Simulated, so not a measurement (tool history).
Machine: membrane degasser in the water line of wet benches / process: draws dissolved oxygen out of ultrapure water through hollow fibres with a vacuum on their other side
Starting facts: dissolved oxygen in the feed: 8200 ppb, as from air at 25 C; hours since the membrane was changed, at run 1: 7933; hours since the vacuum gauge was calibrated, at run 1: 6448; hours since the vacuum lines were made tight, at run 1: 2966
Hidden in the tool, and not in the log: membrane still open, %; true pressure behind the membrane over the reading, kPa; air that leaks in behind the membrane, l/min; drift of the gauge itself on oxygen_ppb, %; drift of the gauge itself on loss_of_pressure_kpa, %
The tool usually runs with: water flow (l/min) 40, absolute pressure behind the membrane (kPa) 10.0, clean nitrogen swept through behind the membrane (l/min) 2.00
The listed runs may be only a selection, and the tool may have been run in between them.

| run | hour | water flow (l/min) | absolute pressure behind the membrane (kPa) | clean nitrogen swept through behind the membrane (l/min) | hours since the membrane was changed | hours since the vacuum gauge was calibrated | hours since the vacuum lines were made tight | dissolved oxygen in the water behind the degasser (ppb) | pressure that the water loses in the fibres (kPa) |
|---|---|---|---|---|---|---|---|---|---|
| 1 | 0.0 | 40 | 10.0 | 2.00 | 7933 | 6448 | 2966 | 413.1 | 39.42 |
| 2 | 204.1 | 40 | 10.0 | 2.00 | 8138 | 6653 | 3170 | 407.7 | 39.36 |
| 3 | 421.6 | 40 | 10.0 | 2.00 | 8355 | 6870 | 3388 | 411.9 | 39.45 |
| 4 | 575.0 | 40 | 10.0 | 2.00 | 8508 | 7023 | 3541 | 413.6 | 39.16 |
| 5 | 701.8 | 30 | 10.0 | 2.00 | 8635 | 7150 | 3668 | 298.5 | 29.68 |
| 6 | 903.1 | 30 | 10.0 | 2.00 | 8837 | 7351 | 3869 | 293.6 | 29.73 |
| 7 | 1062.9 | 30 | 10.0 | 2.00 | 8996 | 7511 | 4029 | 296.3 | 29.74 |
| 8 | 1205.0 | 30 | 10.0 | 2.00 | 9139 | 7653 | 4171 | 301.7 | 29.57 |
| 9 | 1375.6 | 40 | 10.0 | 2.00 | 9309 | 7824 | 4342 | 411.0 | 39.42 |
|  | 1400.4 | vacuum gauge calibrated |
| 10 | 1537.5 | 40 | 20.1 | 2.00 | 9470 | 137 | 4503 | 825.4 | 39.64 |
| 11 | 1673.2 | 47 | 20.1 | 2.00 | 9606 | 273 | 4639 | 961.0 | 46.37 |
| 12 | 1865.9 | 58 | 10.0 | 2.00 | 9799 | 466 | 4832 | 648.2 | 57.56 |
| 13 | 2068.8 | 28 | 10.0 | 2.00 | 10002 | 668 | 5034 | 295.0 | 27.92 |
| 14 | 2256.9 | 28 | 10.0 | 2.00 | 10190 | 857 | 5223 | 291.7 | 27.64 |
| 15 | 2493.1 | 40 | 10.0 | 3.28 | 10426 | 1093 | 5459 | 318.5 | 40.06 |
| 16 | 2628.1 | 40 | 10.0 | 2.00 | 10561 | 1228 | 5594 | 432.9 | 39.59 |
|  | 2731.8 | vacuum gauge calibrated, once more |
| 17 | 2877.2 | 40 | 10.0 | 2.00 | 10810 | 145 | 5842 | 396.3 | 39.81 |
| 18 | 3131.6 | 25 | 24.2 | 0.89 | 11064 | 400 | 6097 | 1136.8 | 24.90 |
| 19 | 3327.8 | 28 | 24.7 | 0.87 | 11260 | 596 | 6293 | 1311.8 | 27.97 |
| 20 | 3576.7 | 28 | 19.4 | 0.87 | 11509 | 845 | 6542 | 1015.4 | 27.97 |
| 21 | 3692.3 | 41 | 11.9 | 3.22 | 11625 | 960 | 6657 | 360.5 | 41.00 |
| 22 | 3909.1 | 41 | 11.9 | 3.22 | 11842 | 1177 | 6874 | 362.2 | 40.92 |
| 23 | 4059.5 | 41 | 11.9 | 3.22 | 11992 | 1328 | 7025 | 364.6 | 41.02 |
| 24 | 4200.1 | 31 | 7.9 | 5.08 | 12133 | 1468 | 7165 | 131.5 | 31.19 |
| 25 | 4401.3 | 31 | 13.1 | 5.08 | 12334 | 1670 | 7367 | 205.1 | 31.21 |
| 26 | 4642.1 | 31 | 13.1 | 3.18 | 12575 | 1910 | 7607 | 286.3 | 30.94 |
| 27 | 4878.9 | 40 | 10.3 | 2.00 | 12811 | 2147 | 7844 | 420.1 | 40.04 |
| 28 | 5077.6 | 40 | 10.3 | 2.00 | 13010 | 2346 | 8043 | 414.6 | 39.87 |
| 29 | 5322.3 | 61 | 10.0 | 2.06 | 13255 | 2590 | 8288 | 642.5 | 61.21 |
| 30 | 5484.5 | 25 | 16.8 | 3.12 | 13417 | 2753 | 8450 | 293.8 | 25.06 |
| 31 | 5722.5 | 41 | 10.0 | 5.11 | 13655 | 2991 | 8688 | 247.0 | 41.29 |

What if the next run were any one of these 3? Each begins from the tool's condition after run 31:
| A | 5863.4 | 63 | 10.0 | 5.43 | 13796 | 3132 | 8829 | ? | ? |
| B | 5863.4 | 43 | 7.5 | 2.00 | 13796 | 3132 | 8829 | ? | ? |
| C | 5863.4 | 53 | 10.0 | 5.11 | 13796 | 3132 | 8829 | ? | ? |

| run | dissolved oxygen in the water behind the degasser (ppb) | pressure that the water loses in the fibres (kPa) |
|---|---|---|
| A | 441.1 | 63.07 |
| B | 337.3 | 43.05 |
| C | 356.2 | 53.01 |
Had the tool no hidden state, the same runs would have come out as:
| run | dissolved oxygen in the water behind the degasser (ppb) | pressure that the water loses in the fibres (kPa) |
|---|---|---|
| A | 394.5 | 60.02 |
| B | 303.4 | 40.97 |
| C | 318.1 | 50.45 |
